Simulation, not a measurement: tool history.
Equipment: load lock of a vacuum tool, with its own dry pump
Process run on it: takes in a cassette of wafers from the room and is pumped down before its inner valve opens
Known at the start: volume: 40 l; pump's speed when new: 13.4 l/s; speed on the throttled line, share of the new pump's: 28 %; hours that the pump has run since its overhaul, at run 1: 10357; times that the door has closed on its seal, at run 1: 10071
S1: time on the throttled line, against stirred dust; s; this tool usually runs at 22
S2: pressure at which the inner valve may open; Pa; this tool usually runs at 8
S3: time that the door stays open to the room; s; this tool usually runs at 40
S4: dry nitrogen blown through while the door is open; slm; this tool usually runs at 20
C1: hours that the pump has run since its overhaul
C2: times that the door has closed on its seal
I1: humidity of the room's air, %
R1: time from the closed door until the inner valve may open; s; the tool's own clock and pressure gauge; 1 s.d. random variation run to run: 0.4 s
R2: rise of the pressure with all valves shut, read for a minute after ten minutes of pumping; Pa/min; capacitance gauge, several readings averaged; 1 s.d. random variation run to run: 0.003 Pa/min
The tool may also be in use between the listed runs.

run	day	S1	S2	S3	S4	C1	C2	I1	R1	R2
1	0.000	22	8	40	20	10357	10071	42.8	52.7	0.022
2	6.888	22	8	148	20	10523	10424	46.3	52.3	0.042
# day 13.762: dry pump taken out, an overhauled one fitted
3	16.129	22	8	148	20	57	10885	44.8	44.5	0.044
4	23.638	22	8	148	20	237	11270	47.2	44.8	0.044
5	28.833	22	8	36	20	362	11536	43.9	44.6	0.023
6	33.017	22	8	36	20	462	11751	46.7	43.8	0.029
7	37.192	22	8	36	20	562	11965	41.3	45.3	0.032
8	41.738	22	8	36	20	671	12198	49.5	43.9	0.033
9	48.304	22	10	40	20	829	12534	44.7	44.2	0.032
10	53.554	22	13	40	20	955	12803	48.1	43.0	0.031
11	63.821	22	13	40	20	1201	13329	44.9	43.4	0.039
12	69.392	22	13	40	20	1335	13615	45.7	43.9	0.038
13	78.971	22	13	40	20	1565	14106	46.4	43.2	0.028
14	88.742	22	13	40	20	1799	14606	43.4	43.1	0.033
15	93.717	22	9	40	20	1919	14861	46.6	44.3	0.036
16	98.654	22	10	40	20	2037	15115	48.6	44.7	0.038
17	106.208	22	10	40	20	2219	15502	46.6	44.9	0.034
18	111.633	22	10	40	20	2349	15780	48.6	44.4	0.038
19	116.038	22	10	40	20	2455	16005	43.3	45.0	0.037
20	124.283	22	10	40	20	2652	16428	47.2	44.7	0.043
21	131.200	22	10	40	20	2819	16783	47.5	44.8	0.036
22	139.800	22	10	40	20	3025	17223	41.4	45.1	0.039
23	146.875	13	10	40	9	3195	17586	41.1	39.0	0.037
24	151.904	12	6	70	30	3315	17844	44.0	40.6	0.040
25	158.562	15	13	70	20	3475	18185	42.7	39.6	0.047
26	168.525	27	8	185	38	3714	18695	47.9	50.6	0.045
27	173.112	27	9	185	34	3824	18931	44.3	49.6	0.055
28	178.421	27	9	185	34	3952	19202	44.9	49.3	0.048
29	186.758	22	9	219	20	4152	19630	43.0	46.3	0.068
30	194.621	31	6	34	21	4341	20033	43.2	54.7	0.047
31	204.304	22	8	37	6	4573	20529	46.3	47.8	0.059
32	214.121	22	8	37	6	4809	21032	43.8	48.0	0.050
33	224.246	42	8	219	12	5052	21551	48.1	61.2	0.079
34	233.062	42	8	219	12	5263	22003	44.1	61.3	0.074
35	242.329	42	8	219	12	5486	22478	45.7	61.4	0.083
36	246.783	42	8	219	12	5592	22706	43.7	62.2	0.080

Measured less the same run without the tool's hidden state. The same run-to-run variation is in both; the gauge's scatter may not be:
Hidden conditions of the tool in this case: pump's speed, % of a new pump's; leak at the door's seal, Pa l/s; drift of the gauge itself on ready_s, %; drift of the gauge itself on rise_pa_min, %.
run	R1	R2
1	+7.2	+0.012
2	+7.4	+0.013
3	-0.1	+0.014
4	+0.0	+0.015
5	+0.1	+0.015
6	+0.2	+0.015
7	+0.3	+0.015
8	+0.3	+0.016
9	+0.4	+0.017
10	+0.4	+0.017
11	+0.5	+0.017
12	+0.6	+0.018
13	+0.8	+0.019
14	+0.9	+0.019
15	+1.0	+0.019
16	+1.0	+0.020
17	+1.2	+0.021
18	+1.3	+0.021
19	+1.3	+0.022
20	+1.4	+0.023
21	+1.5	+0.023
22	+1.6	+0.023
23	+1.9	+0.025
24	+2.3	+0.026
25	+2.1	+0.025
26	+2.1	+0.026
27	+2.1	+0.027
28	+2.2	+0.028
29	+2.5	+0.029
30	+2.5	+0.030
31	+2.8	+0.031
32	+3.0	+0.031
33	+2.4	+0.032
34	+2.6	+0.033
35	+2.7	+0.034
36	+2.8	+0.034
